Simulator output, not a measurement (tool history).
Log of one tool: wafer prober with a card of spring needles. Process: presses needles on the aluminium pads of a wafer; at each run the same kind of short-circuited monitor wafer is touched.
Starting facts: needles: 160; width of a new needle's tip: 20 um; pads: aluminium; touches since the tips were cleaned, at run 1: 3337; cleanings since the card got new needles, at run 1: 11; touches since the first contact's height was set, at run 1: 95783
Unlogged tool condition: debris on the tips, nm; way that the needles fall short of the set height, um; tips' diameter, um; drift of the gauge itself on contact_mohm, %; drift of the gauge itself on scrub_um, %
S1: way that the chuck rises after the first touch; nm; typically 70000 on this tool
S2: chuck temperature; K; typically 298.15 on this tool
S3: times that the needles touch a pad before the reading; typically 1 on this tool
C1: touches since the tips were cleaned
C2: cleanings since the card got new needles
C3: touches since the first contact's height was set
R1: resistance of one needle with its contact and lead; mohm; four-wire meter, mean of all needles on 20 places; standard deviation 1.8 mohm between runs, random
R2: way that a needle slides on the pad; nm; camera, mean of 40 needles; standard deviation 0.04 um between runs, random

{"run": 1, "day": 0.0, "S1": 70000, "S2": 298.15, "S3": 1, "C1": 3337, "C2": 11, "C3": 95783, "R1": 190, "R2": 14390}
{"day": 0.354, "done": "tips cleaned on abrasive film"}
{"run": 2, "day": 0.517, "S1": 53000, "S2": 298.15, "S3": 1, "C1": 2075, "C2": 12, "C3": 102314, "R1": 194, "R2": 10940}
{"day": 0.958, "done": "tips cleaned on abrasive film"}
{"run": 3, "day": 1.288, "S1": 70000, "S2": 298.15, "S3": 2, "C1": 4196, "C2": 13, "C3": 112093, "R1": 190, "R2": 14430}
{"day": 1.567, "done": "tips cleaned on abrasive film"}
{"run": 4, "day": 1.892, "S1": 53000, "S2": 298.15, "S3": 1, "C1": 4127, "C2": 14, "C3": 119709, "R1": 195, "R2": 10900}
{"day": 2.196, "done": "tips cleaned on abrasive film"}
{"run": 5, "day": 2.442, "S1": 53000, "S2": 298.15, "S3": 1, "C1": 3104, "C2": 15, "C3": 126673, "R1": 196, "R2": 10950}
{"day": 2.804, "done": "tips cleaned on abrasive film"}
{"run": 6, "day": 2.804, "S1": 53000, "S2": 298.15, "S3": 1, "C1": 0, "C2": 16, "C3": 131233, "R1": 191, "R2": 10960}
{"day": 3.404, "done": "tips cleaned on abrasive film"}
{"run": 7, "day": 3.417, "S1": 53000, "S2": 298.15, "S3": 1, "C1": 168, "C2": 17, "C3": 139026, "R1": 195, "R2": 11000}
{"run": 8, "day": 3.954, "S1": 53000, "S2": 316.15, "S3": 3, "C1": 6973, "C2": 17, "C3": 145831, "R1": 196, "R2": 11040}
{"day": 4.008, "done": "tips cleaned on abrasive film"}
{"run": 9, "day": 4.483, "S1": 74000, "S2": 390.15, "S3": 1, "C1": 6067, "C2": 18, "C3": 152534, "R1": 209, "R2": 15410}
{"day": 4.612, "done": "tips cleaned on abrasive film"}
{"day": 5.217, "done": "tips cleaned on abrasive film"}
{"run": 10, "day": 5.292, "S1": 74000, "S2": 300.15, "S3": 1, "C1": 956, "C2": 20, "C3": 162708, "R1": 188, "R2": 15510}
{"day": 5.788, "done": "tips cleaned on abrasive film"}
{"run": 11, "day": 5.979, "S1": 70000, "S2": 308.15, "S3": 1, "C1": 2451, "C2": 21, "C3": 171443, "R1": 191, "R2": 14690}
{"day": 6.379, "done": "tips cleaned on abrasive film"}
{"run": 12, "day": 6.696, "S1": 70000, "S2": 310.15, "S3": 1, "C1": 4068, "C2": 22, "C3": 180543, "R1": 192, "R2": 14660}
{"day": 6.988, "done": "tips cleaned on abrasive film"}
{"run": 13, "day": 7.054, "S1": 64000, "S2": 299.15, "S3": 1, "C1": 820, "C2": 23, "C3": 185010, "R1": 194, "R2": 13410}
{"day": 7.108, "done": "gauge calibrated"}
{"day": 7.562, "done": "tips cleaned on abrasive film"}
{"run": 14, "day": 7.842, "S1": 54000, "S2": 387.15, "S3": 2, "C1": 3512, "C2": 24, "C3": 194987, "R1": 220, "R2": 11160}

Forecast each of these 3 alternatives for the next run:
{"day": 8.038, "done": "height of the first contact set anew"}
{"day": 8.146, "done": "tips cleaned on abrasive film"}
{"run": "A", "day": 8.454, "S1": 70000, "S2": 317.15, "S3": 2, "C1": 3911, "C2": 25, "C3": 5232, "R1": "?", "R2": "?"}
{"day": 8.038, "done": "height of the first contact set anew"}
{"day": 8.146, "done": "tips cleaned on abrasive film"}
{"run": "B", "day": 8.454, "S1": 70000, "S2": 298.15, "S3": 2, "C1": 3911, "C2": 25, "C3": 5232, "R1": "?", "R2": "?"}
{"day": 8.038, "done": "height of the first contact set anew"}
{"day": 8.146, "done": "tips cleaned on abrasive film"}
{"run": "C", "day": 8.454, "S1": 76000, "S2": 299.15, "S3": 1, "C1": 3911, "C2": 25, "C3": 5232, "R1": "?", "R2": "?"}

run=A R1=192 R2=14500
run=B R1=187 R2=14460
run=C R1=191 R2=15660
What these runs would have given with no unlogged condition in the tool:
run=A R1=192 R2=14450
run=B R1=187 R2=14410
run=C R1=191 R2=15600
